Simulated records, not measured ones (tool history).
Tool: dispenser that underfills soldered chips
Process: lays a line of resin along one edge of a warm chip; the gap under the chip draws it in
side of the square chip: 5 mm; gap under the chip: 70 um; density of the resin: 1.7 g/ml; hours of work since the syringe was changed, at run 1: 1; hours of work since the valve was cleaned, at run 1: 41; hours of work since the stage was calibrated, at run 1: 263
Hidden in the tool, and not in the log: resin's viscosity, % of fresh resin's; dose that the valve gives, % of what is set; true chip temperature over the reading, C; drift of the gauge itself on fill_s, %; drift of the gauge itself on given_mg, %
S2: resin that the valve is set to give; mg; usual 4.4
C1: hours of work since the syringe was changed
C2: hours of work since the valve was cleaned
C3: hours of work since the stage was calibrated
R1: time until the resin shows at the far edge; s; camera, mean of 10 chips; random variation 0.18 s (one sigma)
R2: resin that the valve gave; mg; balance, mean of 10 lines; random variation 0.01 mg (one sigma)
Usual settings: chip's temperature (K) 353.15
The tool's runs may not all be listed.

Run 1, day 0: usual settings; C1 1; C2 41; C3 263. Result: R1 6.9 s, R2 4.32 mg.
Run 2, day 0.342: usual settings; C1 7; C2 47; C3 269. Result: R1 8.9 s, R2 4.3 mg.
At day 0.379: new syringe of resin.
Run 3, day 0.567: usual settings; C1 3; C2 50; C3 272. Result: R1 7.4 s, R2 4.28 mg.
At day 0.871: new syringe of resin.
Run 4, day 0.921: usual settings; C1 1; C2 56; C3 278. Result: R1 6.7 s, R2 4.26 mg.
Run 5, day 1.279: usual settings; C1 7; C2 62; C3 284. Result: R1 8.6 s, R2 4.26 mg.
At day 1.371: new syringe of resin.
Run 6, day 1.642: usual settings; C1 4; C2 68; C3 289. Result: R1 7.8 s, R2 4.25 mg.
At day 1.85: new syringe of resin.
Run 7, day 2.042: usual settings; C1 3; C2 74; C3 296. Result: R1 7.3 s, R2 4.23 mg.
Run 8, day 2.308: usual settings but chip's temperature (K) 356.15; C1 8; C2 79; C3 300. Result: R1 7.8 s, R2 4.23 mg.
At day 2.338: new syringe of resin.
Run 9, day 2.504: usual settings but S2 5.08 mg; C1 3; C2 82; C3 303. Result: R1 6.8 s, R2 4.87 mg.
Run 10, day 2.796: usual settings; C1 8; C2 86; C3 308. Result: R1 9 s, R2 4.21 mg.
At day 2.829: new syringe of resin.
Run 11, day 2.992: usual settings; C1 3; C2 90; C3 311. Result: R1 6.7 s, R2 4.2 mg.
Run 12, day 3.208: usual settings but S2 4.61 mg; C1 6; C2 93; C3 315. Result: R1 8.4 s, R2 4.41 mg.
At day 3.317: new syringe of resin.
At day 3.546: dispensing valve cleaned and set on the balance.
Run 13, day 3.546: usual settings but S2 4.61 mg; C1 3; C2 0; C3 320. Result: R1 7.1 s, R2 4.62 mg.
Run 14, day 3.762: usual settings but chip's temperature (K) 368.15; C1 7; C2 4; C3 323. Result: R1 4 s, R2 4.4 mg.
At day 3.838: new syringe of resin.
Run 15, day 4.129: usual settings; C1 5; C2 9; C3 329. Result: R1 7.7 s, R2 4.37 mg.
At day 4.308: new syringe of resin.
Run 16, day 4.55: usual settings; C1 4; C2 16; C3 336. Result: R1 7.6 s, R2 4.37 mg.
At day 4.812: new syringe of resin.
Run 17, day 4.917: usual settings; C1 2; C2 22; C3 342. Result: R1 6.6 s, R2 4.36 mg.
Run 18, day 5.183: usual settings; C1 6; C2 27; C3 346. Result: R1 8.5 s, R2 4.34 mg.
At day 5.321: new syringe of resin.
Run 19, day 5.5: usual settings; C1 3; C2 32; C3 351. Result: R1 7.3 s, R2 4.35 mg.
At day 5.804: new syringe of resin.
Run 20, day 5.896: usual settings but chip's temperature (K) 365.15; C1 1; C2 38; C3 357. Result: R1 3.9 s, R2 4.32 mg.
Run 21, day 6.183: usual settings but chip's temperature (K) 361.15, S2 4.15 mg; C1 6; C2 43; C3 362. Result: R1 5.7 s, R2 4.06 mg.
At day 6.288: new syringe of resin.
Run 22, day 6.504: usual settings but chip's temperature (K) 365.15, S2 3.91 mg; C1 4; C2 48; C3 367. Result: R1 4.3 s, R2 3.83 mg.
At day 6.771: new syringe of resin.
Run 23, day 6.854: usual settings but chip's temperature (K) 365.15, S2 3.91 mg; C1 1; C2 53; C3 373. Result: R1 3.5 s, R2 3.82 mg.
Run 24, day 7.104: usual settings but chip's temperature (K) 365.15, S2 4.19 mg; C1 6; C2 58; C3 377. Result: R1 4.4 s, R2 4.06 mg.
At day 7.242: new syringe of resin.
Run 25, day 7.433: usual settings but chip's temperature (K) 365.15, S2 4.19 mg; C1 3; C2 63; C3 382. Result: R1 4.1 s, R2 4.07 mg.
At day 7.721: new syringe of resin.
Run 26, day 7.85: usual settings but chip's temperature (K) 365.15, S2 4.19 mg; C1 2; C2 69; C3 389. Result: R1 3.9 s, R2 4.05 mg.
Run 27, day 8.133: usual settings but chip's temperature (K) 351.15, S2 4.55 mg; C1 7; C2 74; C3 394. Result: R1 9.1 s, R2 4.39 mg.
At day 8.212: new syringe of resin.
Run 28, day 8.558: usual settings but chip's temperature (K) 351.15, S2 4.55 mg; C1 6; C2 81; C3 400. Result: R1 8.4 s, R2 4.39 mg.
At day 8.692: new syringe of resin.
Run 29, day 8.912: usual settings but chip's temperature (K) 365.15, S2 3.92 mg; C1 4; C2 87; C3 406. Result: R1 3.8 s, R2 3.77 mg.
At day 9.179: new syringe of resin.
Run 30, day 9.292: usual settings but chip's temperature (K) 365.15, S2 3.92 mg; C1 2; C2 93; C3 412. Result: R1 3.9 s, R2 3.74 mg.
At day 9.638: dispensing valve cleaned and set on the balance.
Run 31, day 9.65: usual settings but chip's temperature (K) 346.15, S2 5.44 mg; C1 7; C2 0; C3 417. Result: R1 11.8 s, R2 5.42 mg.
At day 9.704: new syringe of resin.
Run 32, day 10.012: usual settings but chip's temperature (K) 363.15, S2 5.7 mg; C1 5; C2 6; C3 423. Result: R1 4.7 s, R2 5.66 mg.
At day 10.196: new syringe of resin.
Run 33, day 10.429: usual settings but chip's temperature (K) 358.15, S2 5.27 mg; C1 4; C2 13; C3 430. Result: R1 5.5 s, R2 5.22 mg.
At day 10.679: new syringe of resin.
Run 34, day 10.679: usual settings but chip's temperature (K) 343.15, S2 5.27 mg; C1 0; C2 17; C3 434. Result: R1 10.5 s, R2 5.21 mg.
Run 35, day 11.042: usual settings but chip's temperature (K) 349.15, S2 5.54 mg; C1 6; C2 23; C3 440. Result: R1 10.1 s, R2 5.46 mg.

Hidden state or all else? Some run-to-run changes of R1, split into what the settings, what came in and random variation would give without the hidden state, and what is left for the hidden state (with any gauge scatter that isn't in both results):
Run 10 -> 11: new syringe of resin. R1 -2.3 s: hidden state -2, all else -0.3.
Run 26 -> 27: chip's temperature (K) 365.15 -> 351.15, S2 4.19 -> 4.55. R1 +5.2 s: hidden state +1.6, all else +3.6.
Run 30 -> 31: chip's temperature (K) 365.15 -> 346.15, S2 3.92 -> 5.44, dispensing valve cleaned and set on the balance. R1 +7.9 s: hidden state +2.2, all else +5.7.
Run 31 -> 32: chip's temperature (K) 346.15 -> 363.15, S2 5.44 -> 5.7, new syringe of resin. R1 -7.1 s: hidden state -1.7, all else -5.4.
Run 34 -> 35: chip's temperature (K) 343.15 -> 349.15, S2 5.27 -> 5.54. R1 -0.4 s: hidden state +2.6, all else -3.
